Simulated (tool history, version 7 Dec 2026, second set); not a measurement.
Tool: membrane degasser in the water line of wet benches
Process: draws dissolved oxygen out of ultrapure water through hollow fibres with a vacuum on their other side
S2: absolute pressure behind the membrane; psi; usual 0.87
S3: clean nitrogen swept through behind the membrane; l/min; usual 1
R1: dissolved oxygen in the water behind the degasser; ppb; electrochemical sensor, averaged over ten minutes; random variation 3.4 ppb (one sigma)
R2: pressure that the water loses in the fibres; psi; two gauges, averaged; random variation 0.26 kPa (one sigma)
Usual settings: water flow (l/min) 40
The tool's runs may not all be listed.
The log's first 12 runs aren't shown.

run 13 hour=1924.9 | water_flow_(l/min)=40 S2=1.485 S3=1 | R1=656 R2=10.028
run 14 hour=2052.8 | water_flow_(l/min)=40 S2=1.136 S3=1 | R1=468.9 R2=9.983
run 15 hour=2279.4 | water_flow_(l/min)=40 S2=0.87 S3=1 | R1=342.7 R2=10.145
-- hour=2396 vacuum gauge calibrated
run 16 hour=2444.1 | water_flow_(l/min)=40 S2=0.87 S3=1 | R1=337.6 R2=10.029
run 17 hour=2550.7 | water_flow_(l/min)=40 S2=0.87 S3=2.21 | R1=234.5 R2=10.053
run 18 hour=2689.8 | water_flow_(l/min)=40 S2=0.87 S3=2.21 | R1=240.1 R2=10.042
run 19 hour=2849.6 | water_flow_(l/min)=40 S2=0.87 S3=2.21 | R1=235.4 R2=10.09
run 20 hour=2960.8 | water_flow_(l/min)=30 S2=0.87 S3=2.21 | R1=154.2 R2=7.542
run 21 hour=3093.9 | water_flow_(l/min)=30 S2=0.87 S3=2.21 | R1=151.4 R2=7.568
run 22 hour=3321.1 | water_flow_(l/min)=50 S2=0.69 S3=1 | R1=329.3 R2=12.525
run 23 hour=3426.6 | water_flow_(l/min)=24 S2=0.87 S3=2.42 | R1=104.8 R2=6.028
run 24 hour=3569 | water_flow_(l/min)=50 S2=0.87 S3=1 | R1=440.1 R2=12.631
run 25 hour=3705.5 | water_flow_(l/min)=61 S2=1.342 S3=1 | R1=891.8 R2=15.397
run 26 hour=3940.5 | water_flow_(l/min)=32 S2=1.344 S3=1.9 | R1=306.4 R2=8.026
run 27 hour=4167.3 | water_flow_(l/min)=32 S2=1.344 S3=1.9 | R1=299.9 R2=8.035
run 28 hour=4325.2 | water_flow_(l/min)=32 S2=1.344 S3=1.9 | R1=296.5 R2=8.057
-- hour=4518.9 seals of the vacuum lines changed
run 29 hour=4564.1 | water_flow_(l/min)=32 S2=1.344 S3=1.9 | R1=301.4 R2=8.041
run 30 hour=4775.3 | water_flow_(l/min)=38 S2=0.917 S3=1.75 | R1=259.6 R2=9.593
run 31 hour=4943.6 | water_flow_(l/min)=35 S2=0.647 S3=0.51 | R1=242.9 R2=8.834

3 ways to go on from here, each from the tool as it stands after run 31. What would each give?
run A hour=5161.6 | water_flow_(l/min)=30 S2=0.647 S3=1.75 | R1=? R2=?
run B hour=5161.6 | water_flow_(l/min)=26 S2=0.647 S3=0.51 | R1=? R2=?
run C hour=5161.6 | water_flow_(l/min)=35 S2=1.613 S3=0.96 | R1=? R2=?

run=A R1=115.4 R2=7.567
run=B R1=165.3 R2=6.559
run=C R1=634.3 R2=8.785
Without the tool's hidden state the same runs would have given:
run=A R1=115.2 R2=7.562
run=B R1=165.1 R2=6.556
run=C R1=634 R2=8.781
